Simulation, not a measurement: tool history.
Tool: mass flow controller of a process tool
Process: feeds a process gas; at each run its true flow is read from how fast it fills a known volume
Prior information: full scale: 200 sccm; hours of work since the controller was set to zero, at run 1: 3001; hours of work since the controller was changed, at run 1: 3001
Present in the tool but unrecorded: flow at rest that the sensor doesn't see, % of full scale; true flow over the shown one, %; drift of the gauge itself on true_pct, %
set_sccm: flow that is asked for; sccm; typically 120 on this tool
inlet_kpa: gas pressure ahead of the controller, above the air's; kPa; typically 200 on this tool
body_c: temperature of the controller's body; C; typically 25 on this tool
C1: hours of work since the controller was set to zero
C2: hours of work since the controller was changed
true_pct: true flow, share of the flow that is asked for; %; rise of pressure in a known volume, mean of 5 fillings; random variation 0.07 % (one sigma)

Run 1, hour 0.0: usual settings; C1 3001; C2 3001. Result: true_pct 95.69 %.
Run 2, hour 61.4: usual settings; C1 3027; C2 3027. Result: true_pct 95.57 %.
Run 3, hour 124.5: usual settings; C1 3054; C2 3054. Result: true_pct 95.63 %.
Run 4, hour 236.6: usual settings; C1 3102; C2 3102. Result: true_pct 95.52 %.
Run 5, hour 381.0: usual settings; C1 3163; C2 3163. Result: true_pct 95.44 %.
Run 6, hour 520.4: usual settings but inlet_kpa 171 kPa; C1 3222; C2 3222. Result: true_pct 95.16 %.
Run 7, hour 663.0: usual settings but body_c 30 C; C1 3283; C2 3283. Result: true_pct 95.78 %.
Run 8, hour 724.3: usual settings but body_c 30 C; C1 3309; C2 3309. Result: true_pct 95.84 %.
Run 9, hour 856.5: usual settings but body_c 23 C; C1 3365; C2 3365. Result: true_pct 95.12 %.
Run 10, hour 991.8: usual settings but body_c 23 C; C1 3422; C2 3422. Result: true_pct 95.02 %.
Run 11, hour 1081.6: usual settings but body_c 23 C; C1 3460; C2 3460. Result: true_pct 95.00 %.
Run 12, hour 1193.4: usual settings but body_c 23 C; C1 3508; C2 3508. Result: true_pct 94.94 %.
Run 13, hour 1297.8: usual settings but body_c 23 C; C1 3552; C2 3552. Result: true_pct 95.00 %.
Run 14, hour 1427.6: usual settings but inlet_kpa 158 kPa, body_c 23 C; C1 3607; C2 3607. Result: true_pct 94.48 %.
Run 15, hour 1520.8: usual settings but inlet_kpa 158 kPa, body_c 23 C; C1 3647; C2 3647. Result: true_pct 94.37 %.
Run 16, hour 1605.1: usual settings but inlet_kpa 158 kPa, body_c 23 C; C1 3683; C2 3683. Result: true_pct 94.40 %.
Run 17, hour 1725.5: usual settings but inlet_kpa 158 kPa, body_c 23 C; C1 3734; C2 3734. Result: true_pct 94.36 %.
Run 18, hour 1797.7: usual settings but inlet_kpa 196 kPa; C1 3764; C2 3764. Result: true_pct 94.84 %.
Run 19, hour 1912.6: usual settings but inlet_kpa 196 kPa; C1 3813; C2 3813. Result: true_pct 94.71 %.
Run 20, hour 1979.7: usual settings; C1 3842; C2 3842. Result: true_pct 94.66 %.
Run 21, hour 2052.2: usual settings; C1 3873; C2 3873. Result: true_pct 94.72 %.
Run 22, hour 2142.9: usual settings; C1 3911; C2 3911. Result: true_pct 94.73 %.
Run 23, hour 2235.0: usual settings; C1 3950; C2 3950. Result: true_pct 94.63 %.
Run 24, hour 2316.2: usual settings; C1 3985; C2 3985. Result: true_pct 94.54 %.
Run 25, hour 2431.7: usual settings; C1 4034; C2 4034. Result: true_pct 94.61 %.
Run 26, hour 2505.7: usual settings; C1 4065; C2 4065. Result: true_pct 94.48 %.
Run 27, hour 2590.0: usual settings but set_sccm 115 sccm; C1 4101; C2 4101. Result: true_pct 94.38 %.
Run 28, hour 2736.1: usual settings but set_sccm 32 sccm, inlet_kpa 207 kPa; C1 4163; C2 4163. Result: true_pct 90.23 %.
Run 29, hour 2845.2: usual settings but set_sccm 144 sccm, inlet_kpa 260 kPa, body_c 26 C; C1 4209; C2 4209. Result: true_pct 95.46 %.
Run 30, hour 2970.6: usual settings but set_sccm 28 sccm, inlet_kpa 236 kPa, body_c 26 C; C1 4262; C2 4262. Result: true_pct 89.70 %.
Run 31, hour 3120.1: usual settings but set_sccm 156 sccm, inlet_kpa 144 kPa, body_c 35 C; C1 4326; C2 4326. Result: true_pct 95.65 %.
Run 32, hour 3269.0: usual settings but set_sccm 183 sccm, inlet_kpa 160 kPa, body_c 39 C; C1 4389; C2 4389. Result: true_pct 96.72 %.
Run 33, hour 3335.4: usual settings but set_sccm 84 sccm, inlet_kpa 176 kPa, body_c 34 C; C1 4417; C2 4417. Result: true_pct 93.77 %.
Run 34, hour 3442.2: usual settings but set_sccm 28 sccm; C1 4463; C2 4463. Result: true_pct 89.00 %.
Run 35, hour 3547.4: usual settings but set_sccm 28 sccm, inlet_kpa 154 kPa, body_c 31 C; C1 4507; C2 4507. Result: true_pct 89.24 %.
Run 36, hour 3673.2: usual settings but inlet_kpa 206 kPa, body_c 24 C; C1 4561; C2 4561. Result: true_pct 93.82 %.
Run 37, hour 3805.4: usual settings but inlet_kpa 206 kPa, body_c 24 C; C1 4617; C2 4617. Result: true_pct 93.77 %.
Run 38, hour 3912.9: usual settings but inlet_kpa 206 kPa, body_c 24 C; C1 4662; C2 4662. Result: true_pct 93.76 %.
Run 39, hour 4009.0: usual settings but inlet_kpa 206 kPa, body_c 24 C; C1 4703; C2 4703. Result: true_pct 93.80 %.
Run 40, hour 4155.7: usual settings but body_c 36 C; C1 4765; C2 4765. Result: true_pct 94.86 %.
Run 41, hour 4236.6: usual settings but set_sccm 105 sccm, inlet_kpa 276 kPa; C1 4800; C2 4800. Result: true_pct 93.80 %.
Run 42, hour 4304.5: usual settings but inlet_kpa 225 kPa, body_c 37 C; C1 4829; C2 4829. Result: true_pct 94.97 %.
Run 43, hour 4449.3: usual settings but inlet_kpa 225 kPa, body_c 35 C; C1 4890; C2 4890. Result: true_pct 94.69 %.
Run 44, hour 4574.2: usual settings but body_c 20 C; C1 4943; C2 4943. Result: true_pct 93.03 %.
Run 45, hour 4711.9: usual settings but set_sccm 26 sccm, inlet_kpa 142 kPa, body_c 31 C; C1 5002; C2 5002. Result: true_pct 87.78 %.
Run 46, hour 4805.0: usual settings but set_sccm 24 sccm, inlet_kpa 218 kPa, body_c 34 C; C1 5041; C2 5041. Result: true_pct 87.99 %.
Run 47, hour 4908.0: usual settings but set_sccm 36 sccm, inlet_kpa 218 kPa, body_c 34 C; C1 5085; C2 5085. Result: true_pct 90.07 %.

What would each run have given without the hidden state, its run-to-run variation left as it was?
run  true_pct
  1     98.66
  2     98.57
  3     98.67
  4     98.60
  5     98.59
  6     98.39
  7     99.07
  8     99.16
  9     98.50
 10     98.46
 11     98.49
 12     98.48
 13     98.59
 14     98.13
 15     98.06
 16     98.13
 17     98.14
 18     98.66
 19     98.58
 20     98.56
 21     98.65
 22     98.71
 23     98.66
 24     98.61
 25     98.73
 26     98.64
 27     98.62
 28     97.21
 29     99.60
 30     97.39
 31     99.85
 32    100.87
 33     98.76
 34     97.07
 35     97.37
 36     98.50
 37     98.52
 38     98.56
 39     98.64
 40     99.77
 41     98.91
 42     99.95
 43     99.74
 44     98.14
 45     97.25
 46     97.99
 47     98.14

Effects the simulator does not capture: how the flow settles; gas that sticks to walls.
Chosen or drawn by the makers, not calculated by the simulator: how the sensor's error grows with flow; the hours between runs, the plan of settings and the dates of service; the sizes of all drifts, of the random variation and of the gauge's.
